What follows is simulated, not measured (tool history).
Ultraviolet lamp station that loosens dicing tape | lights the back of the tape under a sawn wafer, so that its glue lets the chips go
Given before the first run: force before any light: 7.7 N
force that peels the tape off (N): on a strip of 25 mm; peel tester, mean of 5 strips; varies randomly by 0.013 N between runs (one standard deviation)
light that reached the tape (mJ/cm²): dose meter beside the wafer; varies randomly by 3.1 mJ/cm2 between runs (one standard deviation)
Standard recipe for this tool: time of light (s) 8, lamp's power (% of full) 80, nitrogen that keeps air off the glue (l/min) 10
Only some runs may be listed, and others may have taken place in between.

run	hour	time of light (s)	lamp's power (% of full)	nitrogen that keeps air off the glue (l/min)	force that peels the tape off (N)	light that reached the tape (mJ/cm²)
1	0	8	80	10	0.611	472
2	51.4	8	80	10	0.618	465
3	95.9	8	80	10	0.616	467
4	132.6	8	65	10	0.923	378
5	180.1	8	80	11	0.597	475
6	203.6	8	80	11	0.564	467
7	231.2	8	80	11	0.567	466
# hour 238: window cleaned of glue's vapour
8	256.4	8	73	10	0.748	424
9	308.4	8	80	10	0.597	468
10	357.9	8	80	10	0.636	471
11	394.9	9	80	10	0.483	527
12	418.9	8	80	10	0.612	474
13	441.5	8	80	7	0.848	468
14	495.8	8	80	3	1.564	468
15	549.6	8	80	3	1.508	470
16	586.7	16	80	10	0.148	938
17	629.1	16	80	10	0.146	934
18	667.3	5	68	4	2.991	250
19	718.2	8	80	6	0.971	467
# hour 755.9: lamp changed
# hour 761.3: window cleaned of glue's vapour
20	768.6	8	72	16	0.544	425
21	803.8	8	72	16	0.545	425
22	839.1	15	80	10	0.16	875
23	888.3	15	80	10	0.168	869
24	924.5	14	80	5	0.314	818
25	951.3	14	80	5	0.34	825
26	978.4	8	95	10	0.424	555
27	1003.9	8	95	10	0.405	555
28	1055.8	12	80	10	0.25	700
29	1092.1	4	73	9	2.429	215

Alternative continuations, all from the tool just after run 29; predict every row:
A	1143.1	13	67	4	?	?
B	1143.1	8	87	10	?	?
C	1143.1	8	80	5	?	?
D	1143.1	9	63	6	?	?
E	1143.1	4	74	5	?	?

run	force that peels the tape off (N)	light that reached the tape (mJ/cm²)
A	0.713	640
B	0.526	513
C	1.102	476
D	1.165	410
E	3.194	213
Take away the tool's hidden state, keep each run's random variation, and the runs would have read:
run	force that peels the tape off (N)	light that reached the tape (mJ/cm²)
A	0.711	641
B	0.525	513
C	1.1	476
D	1.164	410
E	3.191	214
